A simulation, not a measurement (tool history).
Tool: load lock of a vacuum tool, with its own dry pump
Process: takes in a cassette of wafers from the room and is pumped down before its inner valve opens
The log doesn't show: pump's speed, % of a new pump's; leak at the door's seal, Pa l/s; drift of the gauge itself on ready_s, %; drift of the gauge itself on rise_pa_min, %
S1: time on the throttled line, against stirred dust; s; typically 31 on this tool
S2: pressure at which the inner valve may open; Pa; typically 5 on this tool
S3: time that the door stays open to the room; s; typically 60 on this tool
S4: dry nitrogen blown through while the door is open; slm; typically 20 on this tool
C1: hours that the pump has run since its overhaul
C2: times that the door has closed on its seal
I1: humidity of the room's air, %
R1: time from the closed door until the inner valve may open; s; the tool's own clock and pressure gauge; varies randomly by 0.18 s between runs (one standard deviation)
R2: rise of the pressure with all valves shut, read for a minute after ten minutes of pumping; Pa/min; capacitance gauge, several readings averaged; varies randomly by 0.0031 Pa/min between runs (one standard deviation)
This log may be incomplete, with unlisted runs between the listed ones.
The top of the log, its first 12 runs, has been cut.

run      day  S1  S2   S3  S4     C1     C2    I1    R1     R2
     206.142  -- door's seal changed, seat wiped
 13  211.404  32   5   60  20   5352    471  42.0  44.1  0.073
 14  230.829  32   5   60  20   5819   2209  46.0  44.4  0.075
 15  246.742  32   5   60  20   6200   3633  45.3  44.4  0.071
 16  267.900  31   5   60  20   6708   5526  48.9  43.5  0.079
 17  287.408  31   5   60  20   7176   7271  45.0  43.5  0.072
 18  308.083  31   5   60  20   7673   9120  44.0  43.4  0.069
 19  329.967  31   5   60  44   8198  11078  49.9  43.4  0.062
 20  348.746  39   8   60  20   8649  12759  45.0  49.4  0.079
 21  366.708  29   6   60  20   9080  14365  47.4  41.2  0.080
 22  385.117  27   6   36   5   9521  16012  45.6  39.7  0.082
 23  394.833  31   5  149  20   9755  16882  43.5  43.3  0.141
 24  405.721  47   5   60  21  10016  17856  45.3  57.2  0.070
 25  421.938  47   5   60  21  10405  19307  45.8  57.6  0.074
     427.225  -- dry pump taken out, an overhauled one fitted
 26  442.700  31   4  181  15    371  21142  45.2  43.8  0.191
 27  459.212  35   4  181  15    768  22619  46.0  47.3  0.196
 28  470.721  35   4  181  15   1044  23648  43.7  47.1  0.181
 29  479.988  31   5  169  20   1266  24478  49.0  43.4  0.172
 30  498.262  31   5  169  20   1705  26113  43.3  43.2  0.152
 31  508.721  33   4  169  28   1956  27048  45.4  45.5  0.139
 32  520.467  18   9   45   6   2238  28099  46.8  31.1  0.092
 33  529.858  52   5   81  37   2463  28939  49.1  62.2  0.077
 34  547.129  52   8   81  37   2878  30484  44.7  60.9  0.068
 35  566.583  52   8   81  37   3345  32225  47.4  60.9  0.072
 36  581.121  45   5   60  17   3694  33525  51.0  55.6  0.088
 37  597.254  31   5   31  20   4081  34969  48.3  43.4  0.057

Branching from run 37: 4 alternative next runs. What would each branch give?
  A  619.804  31  10   67   8  4622  36986  43.7   ?   ?
  B  619.804  31   5  170  20  4622  36986  38.7   ?   ?
  C  619.804  31   5   31  20  4622  36986  44.9   ?   ?
  D  619.804  31   4   44  20  4622  36986  45.1   ?   ?

run    R1     R2
  A  42.3  0.112
  B  43.5  0.135
  C  43.0  0.047
  D  43.8  0.066
The same runs, with their run-to-run variation unchanged, on a tool lacking any hidden condition would have given:
run    R1     R2
  A  42.3  0.111
  B  43.5  0.134
  C  43.0  0.045
  D  43.8  0.064
